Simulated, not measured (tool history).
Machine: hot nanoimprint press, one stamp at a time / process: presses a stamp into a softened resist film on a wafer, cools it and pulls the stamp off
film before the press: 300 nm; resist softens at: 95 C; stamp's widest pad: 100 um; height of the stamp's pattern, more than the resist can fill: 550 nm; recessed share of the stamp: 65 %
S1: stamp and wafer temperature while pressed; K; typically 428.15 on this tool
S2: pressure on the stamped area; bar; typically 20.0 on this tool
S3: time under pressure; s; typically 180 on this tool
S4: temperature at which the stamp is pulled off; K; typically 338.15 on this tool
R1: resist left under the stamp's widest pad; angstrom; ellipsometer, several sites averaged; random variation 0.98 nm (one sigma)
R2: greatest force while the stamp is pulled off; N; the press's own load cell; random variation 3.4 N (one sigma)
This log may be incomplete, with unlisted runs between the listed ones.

run	hour	S1	S2	S3	S4	R1	R2
1	0.0	428.15	20.0	180	338.15	1381	190
2	18.1	428.15	20.0	180	338.15	1385	199
3	57.7	428.15	20.0	180	338.15	1386	202
4	80.2	428.15	20.0	180	338.15	1393	207
5	110.1	428.15	20.0	180	338.15	1355	215
# hour 115.6: plate thermocouple calibrated
6	131.6	428.15	20.0	180	338.15	1368	207

Estimate the outcome of run 7 from the log above:
7	156.5	420.15	26.5	108	325.15	?	?

Run 7 came out at R1 1999 angstrom, R2 252 N.
The same run, on a tool lacking any hidden state, would have yielded R1 2054 angstrom, R2 189 N.
